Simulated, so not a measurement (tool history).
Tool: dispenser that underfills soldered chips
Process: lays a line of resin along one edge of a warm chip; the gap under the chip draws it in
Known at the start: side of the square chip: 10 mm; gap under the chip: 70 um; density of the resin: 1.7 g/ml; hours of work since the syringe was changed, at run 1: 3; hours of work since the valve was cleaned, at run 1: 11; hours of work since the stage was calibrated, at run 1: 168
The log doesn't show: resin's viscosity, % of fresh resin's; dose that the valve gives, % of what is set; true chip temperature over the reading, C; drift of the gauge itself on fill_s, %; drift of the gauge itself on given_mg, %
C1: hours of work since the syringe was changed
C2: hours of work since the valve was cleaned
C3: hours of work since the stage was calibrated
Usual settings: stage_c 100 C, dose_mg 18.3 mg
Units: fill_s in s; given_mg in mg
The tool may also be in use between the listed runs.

run 1 day=0.000 | stage_c=100 dose_mg=18.3 | C1=3 C2=11 C3=168 | fill_s=87.6 given_mg=18.27
run 2 day=0.350 | stage_c=100 dose_mg=23.0 | C1=9 C2=17 C3=174 | fill_s=142.0 given_mg=22.90
-- day=0.525 new syringe of resin
run 3 day=0.800 | stage_c=100 dose_mg=23.0 | C1=5 C2=25 C3=182 | fill_s=99.9 given_mg=22.75
run 4 day=1.154 | stage_c=87 dose_mg=23.0 | C1=11 C2=31 C3=188 | fill_s=282.5 given_mg=22.68
-- day=1.233 new syringe of resin
run 5 day=1.588 | stage_c=87 dose_mg=23.0 | C1=6 C2=39 C3=195 | fill_s=188.0 given_mg=22.62
-- day=1.917 new syringe of resin
run 6 day=1.929 | stage_c=87 dose_mg=23.0 | C1=0 C2=45 C3=201 | fill_s=118.5 given_mg=22.64
-- day=2.083 dispensing valve cleaned and set on the balance
run 7 day=2.546 | stage_c=87 dose_mg=23.0 | C1=10 C2=8 C3=211 | fill_s=264.8 given_mg=22.98
-- day=2.625 new syringe of resin
run 8 day=3.075 | stage_c=87 dose_mg=23.0 | C1=8 C2=17 C3=221 | fill_s=213.2 given_mg=22.89
-- day=3.333 new syringe of resin
run 9 day=3.592 | stage_c=87 dose_mg=23.0 | C1=5 C2=26 C3=229 | fill_s=169.5 given_mg=22.78
-- day=4.029 new syringe of resin
run 10 day=4.038 | stage_c=87 dose_mg=23.0 | C1=0 C2=34 C3=237 | fill_s=120.4 given_mg=22.71
run 11 day=4.379 | stage_c=87 dose_mg=23.0 | C1=6 C2=40 C3=243 | fill_s=189.2 given_mg=22.62
-- day=4.692 new syringe of resin
-- day=4.783 dispensing valve cleaned and set on the balance
run 12 day=5.083 | stage_c=100 dose_mg=18.3 | C1=6 C2=5 C3=255 | fill_s=113.5 given_mg=18.26
-- day=5.429 new syringe of resin
run 13 day=5.788 | stage_c=89 dose_mg=17.9 | C1=6 C2=18 C3=267 | fill_s=183.6 given_mg=17.79
-- day=6.092 new syringe of resin
run 14 day=6.121 | stage_c=89 dose_mg=17.9 | C1=1 C2=23 C3=273 | fill_s=111.5 given_mg=17.69
run 15 day=6.417 | stage_c=90 dose_mg=17.9 | C1=6 C2=29 C3=278 | fill_s=165.2 given_mg=17.64
run 16 day=6.717 | stage_c=86 dose_mg=18.3 | C1=11 C2=34 C3=283 | fill_s=290.4 given_mg=18.05
-- day=6.771 new syringe of resin
run 17 day=7.150 | stage_c=108 dose_mg=15.8 | C1=7 C2=41 C3=291 | fill_s=88.4 given_mg=15.51
-- day=7.429 new syringe of resin
-- day=7.500 dispensing valve cleaned and set on the balance
run 18 day=7.908 | stage_c=97 dose_mg=15.8 | C1=8 C2=7 C3=303 | fill_s=151.4 given_mg=15.76
-- day=8.154 new syringe of resin
run 19 day=8.462 | stage_c=97 dose_mg=15.8 | C1=5 C2=17 C3=313 | fill_s=124.7 given_mg=15.65
-- day=8.838 new syringe of resin
run 20 day=8.838 | stage_c=87 dose_mg=21.6 | C1=0 C2=23 C3=319 | fill_s=112.7 given_mg=21.35
-- day=9.492 new syringe of resin
run 21 day=9.546 | stage_c=96 dose_mg=22.5 | C1=1 C2=36 C3=331 | fill_s=85.4 given_mg=22.19
run 22 day=10.117 | stage_c=96 dose_mg=17.0 | C1=11 C2=46 C3=341 | fill_s=197.1 given_mg=16.67
-- day=10.188 new syringe of resin
-- day=10.229 dispensing valve cleaned and set on the balance
run 23 day=10.558 | stage_c=100 dose_mg=16.2 | C1=6 C2=6 C3=348 | fill_s=111.0 given_mg=16.10

Forecast each of these 3 alternatives for the next run:
-- day=10.896 new syringe of resin
run A day=10.929 | stage_c=113 dose_mg=18.9 | C1=1 C2=12 C3=355 | fill_s=? given_mg=?
-- day=10.896 new syringe of resin
run B day=10.929 | stage_c=106 dose_mg=18.3 | C1=1 C2=12 C3=355 | fill_s=? given_mg=?
-- day=10.896 new syringe of resin
run C day=10.929 | stage_c=99 dose_mg=16.2 | C1=1 C2=12 C3=355 | fill_s=? given_mg=?

run=A fill_s=43.0 given_mg=18.80
run=B fill_s=57.3 given_mg=18.20
run=C fill_s=76.6 given_mg=16.09
Without the tool's hidden state the same runs would have given:
run=A fill_s=42.8 given_mg=18.91
run=B fill_s=57.0 given_mg=18.31
run=C fill_s=76.4 given_mg=16.18

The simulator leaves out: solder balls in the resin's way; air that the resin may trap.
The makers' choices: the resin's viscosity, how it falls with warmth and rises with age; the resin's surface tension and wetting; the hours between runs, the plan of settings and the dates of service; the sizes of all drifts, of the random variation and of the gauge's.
